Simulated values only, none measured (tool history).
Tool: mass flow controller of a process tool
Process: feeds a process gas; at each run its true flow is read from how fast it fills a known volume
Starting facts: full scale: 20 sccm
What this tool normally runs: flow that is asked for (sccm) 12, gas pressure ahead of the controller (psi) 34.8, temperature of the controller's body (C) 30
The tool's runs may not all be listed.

| run | hour | flow that is asked for (sccm) | gas pressure ahead of the controller (psi) | temperature of the controller's body (C) | true flow (%) |
|---|---|---|---|---|---|
| 1 | 0 | 12 | 34.8 | 30 | 99.85 |
| 2 | 79.8 | 12 | 34.8 | 30 | 100.02 |
| 3 | 140.9 | 12 | 34.8 | 30 | 99.96 |
| 4 | 220.1 | 12 | 34.8 | 30 | 99.86 |
| 5 | 356.5 | 12 | 34.8 | 30 | 99.85 |
| 6 | 474.5 | 12 | 22.6 | 30 | 99.62 |
| 7 | 598.1 | 12 | 22.6 | 30 | 99.62 |
| 8 | 717.7 | 12 | 22.6 | 30 | 99.57 |
| 9 | 821.3 | 12 | 22.6 | 30 | 99.57 |
| 10 | 941.9 | 4 | 34.8 | 30 | 100.11 |
| 11 | 1008.7 | 12 | 34.8 | 29 | 99.97 |
| 12 | 1093.2 | 12 | 34.8 | 29 | 99.96 |
| 13 | 1162.6 | 12 | 34.8 | 29 | 99.91 |
|  | 1171.3 | controller's zero set anew |
| 14 | 1230.8 | 12 | 34.8 | 37 | 99.92 |
| 15 | 1326.6 | 3 | 34.8 | 21 | 100.98 |
| 16 | 1436.7 | 19 | 34.8 | 21 | 100.45 |
| 17 | 1523.8 | 14 | 33.6 | 22 | 100.5 |
| 18 | 1605.8 | 16 | 31.5 | 25 | 100.15 |
| 19 | 1684.5 | 2 | 34.1 | 39 | 100.94 |
| 20 | 1751.4 | 3 | 28.3 | 23 | 100.68 |
|  | 1763.7 | controller's zero set anew, once more |
| 21 | 1854.1 | 5 | 31.3 | 21 | 99.88 |
| 22 | 1969.5 | 12 | 34.8 | 39 | 99.59 |
| 23 | 2072.6 | 3 | 26.1 | 39 | 99.28 |
| 24 | 2135.3 | 12 | 34.8 | 21 | 100.24 |
| 25 | 2197.5 | 12 | 32.5 | 34 | 99.71 |
| 26 | 2269 | 12 | 21.2 | 30 | 99.36 |
| 27 | 2338 | 12 | 34.8 | 32 | 99.72 |
| 28 | 2400.3 | 5 | 32.8 | 24 | 100 |

Consider 5 possible next runs. They are alternatives, not a sequence: every one starts from the tool as it was left by run 28. What does each give?
| A | 2509.8 | 4 | 32.8 | 23 | ? |
| B | 2509.8 | 12 | 29.4 | 30 | ? |
| C | 2509.8 | 6 | 32.8 | 23 | ? |
| D | 2509.8 | 5 | 31 | 31 | ? |
| E | 2509.8 | 5 | 28.7 | 24 | ? |

| run | true flow (%) |
|---|---|
| A | 100.01 |
| B | 99.85 |
| C | 100.07 |
| D | 99.79 |
| E | 99.81 |
With no hidden state in the tool, these same runs would have given:
| run | true flow (%) |
|---|---|
| A | 99.79 |
| B | 99.82 |
| C | 99.95 |
| D | 99.62 |
| E | 99.64 |

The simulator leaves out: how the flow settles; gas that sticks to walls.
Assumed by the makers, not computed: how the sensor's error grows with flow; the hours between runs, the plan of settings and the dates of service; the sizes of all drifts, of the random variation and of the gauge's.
